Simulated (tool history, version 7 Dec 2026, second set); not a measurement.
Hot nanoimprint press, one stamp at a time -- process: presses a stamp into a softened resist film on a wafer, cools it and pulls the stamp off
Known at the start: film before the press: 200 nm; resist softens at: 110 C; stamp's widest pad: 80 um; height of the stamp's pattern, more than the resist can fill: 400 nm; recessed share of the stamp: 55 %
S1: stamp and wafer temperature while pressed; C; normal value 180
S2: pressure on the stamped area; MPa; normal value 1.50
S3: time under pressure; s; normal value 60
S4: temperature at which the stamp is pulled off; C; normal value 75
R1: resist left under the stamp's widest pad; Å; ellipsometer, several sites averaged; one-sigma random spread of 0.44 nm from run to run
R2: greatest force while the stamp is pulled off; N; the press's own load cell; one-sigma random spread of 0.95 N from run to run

| run | hour | S1 | S2 | S3 | S4 | R1 | R2 |
|---|---|---|---|---|---|---|---|
| 1 | 0.0 | 180 | 1.50 | 60 | 75 | 887 | 113.7 |
| 2 | 11.2 | 180 | 1.50 | 60 | 75 | 883 | 113.5 |
| 3 | 23.3 | 180 | 1.50 | 60 | 75 | 886 | 113.9 |
| 4 | 38.8 | 180 | 1.50 | 60 | 75 | 888 | 113.7 |
| 5 | 55.7 | 180 | 2.23 | 60 | 75 | 703 | 115.1 |
| 6 | 79.1 | 180 | 2.23 | 60 | 75 | 713 | 114.4 |
| 7 | 99.4 | 183 | 1.50 | 60 | 75 | 820 | 114.2 |
| 8 | 111.4 | 183 | 1.50 | 60 | 75 | 820 | 113.8 |
| 9 | 121.9 | 183 | 1.50 | 60 | 75 | 825 | 113.7 |
| 10 | 137.7 | 180 | 1.50 | 60 | 75 | 888 | 113.4 |
| 11 | 156.3 | 180 | 1.50 | 60 | 75 | 887 | 111.9 |
| 12 | 169.3 | 180 | 1.50 | 60 | 75 | 896 | 112.7 |
| 13 | 190.1 | 180 | 1.50 | 60 | 75 | 891 | 113.2 |
| 14 | 210.9 | 180 | 1.50 | 60 | 75 | 897 | 113.1 |
| 15 | 231.9 | 180 | 1.50 | 60 | 75 | 894 | 114.6 |
| 16 | 254.6 | 172 | 1.50 | 60 | 75 | 1111 | 114.5 |
| 17 | 271.0 | 187 | 0.92 | 104 | 62 | 817 | 152.1 |
|  | 277.3 | plate thermocouple calibrated |
| 18 | 295.8 | 177 | 0.92 | 104 | 62 | 1040 | 152.6 |
|  | 304.9 | stamp cleaned and given a new release coat |
| 19 | 323.1 | 177 | 0.92 | 104 | 62 | 1047 | 152.2 |
| 20 | 343.0 | 177 | 0.92 | 47 | 62 | 1311 | 152.9 |
| 21 | 355.4 | 177 | 0.92 | 47 | 62 | 1326 | 154.1 |
| 22 | 378.6 | 177 | 0.92 | 47 | 62 | 1316 | 152.8 |
| 23 | 397.4 | 177 | 0.92 | 47 | 62 | 1318 | 151.5 |
| 24 | 420.8 | 169 | 1.50 | 68 | 75 | 1165 | 114.4 |
|  | 436.1 | gauge calibrated |
| 25 | 440.0 | 170 | 0.99 | 32 | 75 | 1562 | 113.2 |
| 26 | 453.1 | 170 | 0.99 | 32 | 75 | 1560 | 114.3 |
| 27 | 477.6 | 187 | 1.75 | 32 | 75 | 846 | 113.2 |
| 28 | 493.7 | 181 | 1.90 | 60 | 75 | 759 | 114.2 |
| 29 | 516.6 | 181 | 1.90 | 60 | 75 | 757 | 113.3 |

Consider 4 possible next runs. They are alternatives, not a sequence: every one starts from the tool as it was left by run 29. What does each give?
| A | 529.4 | 181 | 1.44 | 45 | 75 | ? | ? |
| B | 529.4 | 181 | 1.90 | 78 | 75 | ? | ? |
| C | 529.4 | 190 | 1.50 | 60 | 70 | ? | ? |
| D | 529.4 | 180 | 1.78 | 32 | 64 | ? | ? |

| run | R1 | R2 |
|---|---|---|
| A | 972 | 112.7 |
| B | 686 | 113.6 |
| C | 698 | 126.8 |
| D | 998 | 146.6 |
Without the tool's unlogged condition, the same runs would have read:
| run | R1 | R2 |
|---|---|---|
| A | 965 | 112.3 |
| B | 681 | 113.2 |
| C | 693 | 126.4 |
| D | 990 | 146.1 |
